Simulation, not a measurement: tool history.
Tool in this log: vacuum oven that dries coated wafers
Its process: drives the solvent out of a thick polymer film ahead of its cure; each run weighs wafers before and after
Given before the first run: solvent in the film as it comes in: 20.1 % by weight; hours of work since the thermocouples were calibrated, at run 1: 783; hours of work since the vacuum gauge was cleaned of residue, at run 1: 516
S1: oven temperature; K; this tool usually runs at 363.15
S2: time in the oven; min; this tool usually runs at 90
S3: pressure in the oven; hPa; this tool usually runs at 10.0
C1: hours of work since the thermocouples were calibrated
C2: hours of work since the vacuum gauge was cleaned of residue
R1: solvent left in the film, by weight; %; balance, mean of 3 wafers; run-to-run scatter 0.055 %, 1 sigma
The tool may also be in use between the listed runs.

run,hour,S1,S2,S3,C1,C2,R1
1,0.0,363.15,90,10.0,783,516,2.76
2,13.0,363.15,90,10.0,792,525,2.82
3,27.4,363.15,90,10.0,802,535,2.74
4,42.9,363.15,90,10.0,813,545,2.80
5,54.2,363.15,90,10.0,821,553,2.84
6,70.3,363.15,90,10.0,832,564,2.89
7,87.1,363.15,90,10.0,843,576,2.86
8,98.1,363.15,90,10.0,851,583,2.95
9,118.3,371.15,90,10.0,865,597,1.57
10,126.7,371.15,90,10.0,870,603,1.59
11,138.5,363.15,87,10.0,879,611,2.89
12,152.1,373.15,126,39.4,888,621,4.75
13,162.6,373.15,126,39.4,895,628,4.80
14,178.0,354.15,126,39.4,906,638,10.97
15,196.1,363.15,93,10.0,918,651,2.86
16,216.2,363.15,80,27.8,932,665,6.25
17,227.4,363.15,80,27.8,940,672,6.15
18,241.5,363.15,80,27.8,950,682,6.02
19,256.2,358.15,96,18.1,960,692,5.84
20,271.5,363.15,60,10.0,970,703,4.32

What would each run have given without the hidden state, its run-to-run variation left as it was?
The tool's hidden condition here consists of: true wafer temperature over the reading, C; true pressure over the reading, kPa; drift of the gauge itself on solvent_pct, %.
run,R1
1,2.19
2,2.23
3,2.15
4,2.19
5,2.22
6,2.26
7,2.24
8,2.31
9,1.23
10,1.24
11,2.20
12,4.25
13,4.28
14,9.63
15,2.18
16,5.29
17,5.20
18,5.07
19,4.77
20,3.33
